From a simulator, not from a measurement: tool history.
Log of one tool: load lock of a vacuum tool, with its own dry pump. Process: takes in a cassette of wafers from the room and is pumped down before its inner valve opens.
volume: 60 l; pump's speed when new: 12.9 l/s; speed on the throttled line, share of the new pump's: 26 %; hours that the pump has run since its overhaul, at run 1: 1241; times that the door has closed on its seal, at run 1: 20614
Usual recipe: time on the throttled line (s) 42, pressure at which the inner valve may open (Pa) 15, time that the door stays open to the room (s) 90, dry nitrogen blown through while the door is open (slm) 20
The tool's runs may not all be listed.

run    hour  time on the throttled line (s)  pressure at which the inner valve may open (Pa)  time that the door stays open to the room (s)  dry nitrogen blown through while the door is open (slm)  hours that the pump has run since its overhaul  times that the door has closed on its seal  incoming humidity of the room's air, %  time from the closed door until the inner valve may open (s)  rise of the pressure with all valves shut (Pa/min)
  1       0                              42                                               15                                             90                                                       20                                            1241                                       20614                                    44.3                                                            74                                               0.289
  2    60.7                              42                                               22                                             90                                                       20                                            1302                                       20857                                    45.5                                                          71.9                                               0.298
  3   158.2                              42                                               22                                             90                                                        6                                            1399                                       21249                                    45.1                                                          71.7                                               0.324
  4   252.5                              42                                               22                                             90                                                        6                                            1494                                       21627                                    49.7                                                          71.6                                               0.333
  5   351.2                              42                                               15                                             90                                                       20                                            1592                                       22023                                    45.5                                                          73.1                                               0.327
  6   456.5                              42                                               15                                             90                                                       20                                            1698                                       22446                                      45                                                          73.2                                               0.332
  7   568.6                              42                                               15                                             90                                                       20                                            1810                                       22896                                    46.4                                                          74.1                                                0.34
  8   637.3                              42                                               15                                             90                                                       20                                            1879                                       23172                                    46.2                                                          73.1                                               0.343
  9     750                              42                                               15                                             90                                                       20                                            1991                                       23624                                    48.1                                                            73                                               0.356
 10   840.5                              42                                               15                                             29                                                       20                                            2082                                       23988                                    44.3                                                          72.7                                               0.355
 11   924.7                              42                                               15                                             29                                                       20                                            2166                                       24326                                    45.3                                                          72.5                                               0.364
 12   994.4                              42                                               15                                             29                                                       20                                            2236                                       24605                                    46.4                                                          73.6                                               0.363
 13    1049                              36                                               15                                             90                                                       20                                            2290                                       24825                                    48.4                                                          68.8                                               0.385
 14  1139.8                              36                                               15                                             90                                                       20                                            2381                                       25189                                    45.4                                                          70.8                                               0.395
 15  1236.9                              36                                               11                                             90                                                       20                                            2478                                       25579                                    42.4                                                          71.7                                               0.395
 16  1362.3                              36                                               11                                             90                                                       20                                            2604                                       26083                                    47.1                                                          70.2                                               0.426
 17    1486                              51                                               15                                             35                                                       17                                            2727                                       26579                                    48.9                                                          79.1                                               0.405
 18  1562.5                              51                                               15                                             35                                                       17                                            2804                                       26886                                    46.3                                                          80.8                                               0.422
 19  1680.9                              51                                               15                                             35                                                       17                                            2922                                       27361                                    45.3                                                          80.5                                               0.432
 20  1795.6                              42                                               20                                             90                                                       19                                            3037                                       27822                                    46.3                                                          73.3                                               0.457
 21  1867.3                              42                                               20                                             73                                                       20                                            3109                                       28110                                    44.6                                                          72.6                                               0.467
 22  1987.4                              78                                               11                                             28                                                       36                                            3229                                       28592                                    47.6                                                         101.5                                               0.457
 23  2092.9                              42                                               21                                            138                                                       11                                            3334                                       29015                                    41.7                                                          71.8                                               0.508
 24  2158.8                              28                                               17                                             90                                                       12                                            3400                                       29280                                    46.6                                                          62.9                                               0.508
 25  2271.8                              42                                               19                                             40                                                       20                                            3513                                       29733                                    44.5                                                          72.5                                               0.491
 26  2364.1                              50                                               15                                             48                                                       20                                            3605                                       30104                                    45.1                                                          79.2                                               0.504
 27  2473.1                              67                                               15                                             55                                                       20                                            3714                                       30542                                    46.6                                                          92.3                                               0.532
 28  2554.2                              73                                               23                                             51                                                       30                                            3796                                       30867                                    44.6                                                          93.5                                               0.525
 29  2678.2                              73                                               23                                             48                                                       30                                            3920                                       31365                                      47                                                          94.4                                               0.523
 30  2735.8                              73                                               13                                             52                                                       30                                            3977                                       31596                                    41.3                                                          99.1                                               0.537
 31  2787.9                              42                                               15                                            237                                                       10                                            4029                                       31805                                    45.9                                                            75                                               0.611

Consider 5 possible next runs. They are alternatives, not a sequence: every one starts from the tool as it was left by run 31. What does each give?
  A  2866.2                              59                                               15                                            114                                                       10                                            4107                                       32119                                    46.7                                                             ?                                                   ?
  B  2866.2                              42                                               29                                            237                                                        5                                            4107                                       32119                                    47.1                                                             ?                                                   ?
  C  2866.2                              28                                               24                                             90                                                       33                                            4107                                       32119                                      43                                                             ?                                                   ?
  D  2866.2                              45                                               15                                             28                                                       20                                            4107                                       32119                                    46.3                                                             ?                                                   ?
  E  2866.2                              42                                               12                                            101                                                       10                                            4107                                       32119                                    44.9                                                             ?                                                   ?

run  time from the closed door until the inner valve may open (s)  rise of the pressure with all valves shut (Pa/min)
  A                                                          87.4                                               0.594
  B                                                            71                                               0.659
  C                                                          61.7                                               0.563
  D                                                          76.5                                               0.571
  E                                                          75.6                                               0.577
Without the tool's unlogged condition, the same runs would have read:
run  time from the closed door until the inner valve may open (s)  rise of the pressure with all valves shut (Pa/min)
  A                                                            86                                                0.05
  B                                                          69.5                                               0.106
  C                                                            60                                                0.02
  D                                                          74.9                                                0.02
  E                                                          73.8                                               0.041
